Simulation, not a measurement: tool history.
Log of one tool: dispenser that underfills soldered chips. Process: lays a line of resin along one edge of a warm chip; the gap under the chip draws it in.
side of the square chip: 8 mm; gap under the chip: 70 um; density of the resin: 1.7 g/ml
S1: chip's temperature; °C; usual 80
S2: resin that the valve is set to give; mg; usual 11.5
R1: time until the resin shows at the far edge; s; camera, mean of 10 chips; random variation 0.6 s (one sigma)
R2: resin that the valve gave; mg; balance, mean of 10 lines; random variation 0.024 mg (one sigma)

| run | hour | S1 | S2 | R1 | R2 |
|---|---|---|---|---|---|
| 1 | 0.0 | 80 | 11.5 | 72.9 | 11.17 |
|  | 2.5 | new syringe of resin |
|  | 13.0 | dispensing valve cleaned and set on the balance |
| 2 | 13.0 | 80 | 14.5 | 75.4 | 14.47 |
|  | 15.1 | new syringe of resin |
|  | 26.4 | new syringe of resin |
| 3 | 26.9 | 65 | 11.5 | 105.9 | 11.49 |
| 4 | 33.0 | 80 | 11.5 | 69.6 | 11.45 |
|  | 37.1 | new syringe of resin |
| 5 | 46.6 | 80 | 11.5 | 77.1 | 11.41 |
|  | 47.9 | new syringe of resin |
| 6 | 56.0 | 80 | 11.5 | 72.8 | 11.43 |
|  | 58.6 | new syringe of resin |
| 7 | 66.6 | 80 | 11.5 | 72.4 | 11.34 |
|  | 68.9 | new syringe of resin |
| 8 | 73.9 | 80 | 11.5 | 66.3 | 11.33 |
|  | 79.4 | new syringe of resin |
| 9 | 87.2 | 80 | 11.5 | 75.7 | 11.31 |
|  | 89.8 | new syringe of resin |
|  | 100.4 | new syringe of resin |
| 10 | 100.4 | 66 | 11.5 | 99.5 | 11.29 |
|  | 111.8 | new syringe of resin |
| 11 | 112.4 | 80 | 11.5 | 58.6 | 11.24 |
| 12 | 120.7 | 72 | 12.7 | 106.6 | 12.38 |
|  | 122.2 | new syringe of resin |
| 13 | 131.9 | 72 | 14.1 | 107.6 | 13.75 |
|  | 133.4 | new syringe of resin |
|  | 144.3 | new syringe of resin |
| 14 | 144.3 | 66 | 11.3 | 100.7 | 10.95 |
| 15 | 153.1 | 66 | 11.3 | 134.8 | 10.95 |
|  | 155.0 | new syringe of resin |
|  | 165.6 | new syringe of resin |
| 16 | 166.3 | 66 | 11.3 | 105.6 | 10.85 |
|  | 171.9 | dispensing valve cleaned and set on the balance |
| 17 | 172.9 | 91 | 11.5 | 47.4 | 11.52 |
|  | 177.9 | new syringe of resin |
| 18 | 185.6 | 71 | 14.0 | 104.8 | 14.02 |
|  | 188.7 | new syringe of resin |
| 19 | 192.9 | 79 | 14.1 | 68.9 | 14.12 |
|  | 199.5 | new syringe of resin |
| 20 | 205.9 | 85 | 12.2 | 58.8 | 12.14 |
|  | 210.4 | new syringe of resin |
| 21 | 216.7 | 84 | 14.3 | 59.0 | 14.23 |

The same runs without the tool's hidden state, with the same run-to-run variation:
The hidden state here: resin's viscosity, % of fresh resin's; dose that the valve gives, % of what is set; true chip temperature over the reading, C; drift of the gauge itself on fill_s, %; drift of the gauge itself on given_mg, %.
| run | R1 | R2 |
|---|---|---|
| 1 | 51.5 | 11.49 |
| 2 | 51.9 | 14.49 |
| 3 | 95.4 | 11.54 |
| 4 | 52.1 | 11.51 |
| 5 | 51.4 | 11.51 |
| 6 | 51.8 | 11.55 |
| 7 | 51.3 | 11.49 |
| 8 | 51.9 | 11.50 |
| 9 | 53.4 | 11.51 |
| 10 | 89.0 | 11.52 |
| 11 | 51.3 | 11.50 |
| 12 | 71.4 | 12.69 |
| 13 | 70.9 | 14.13 |
| 14 | 90.3 | 11.28 |
| 15 | 91.3 | 11.31 |
| 16 | 90.1 | 11.24 |
| 17 | 34.7 | 11.48 |
| 18 | 72.9 | 14.01 |
| 19 | 54.0 | 14.12 |
| 20 | 43.1 | 12.18 |
| 21 | 43.6 | 14.30 |
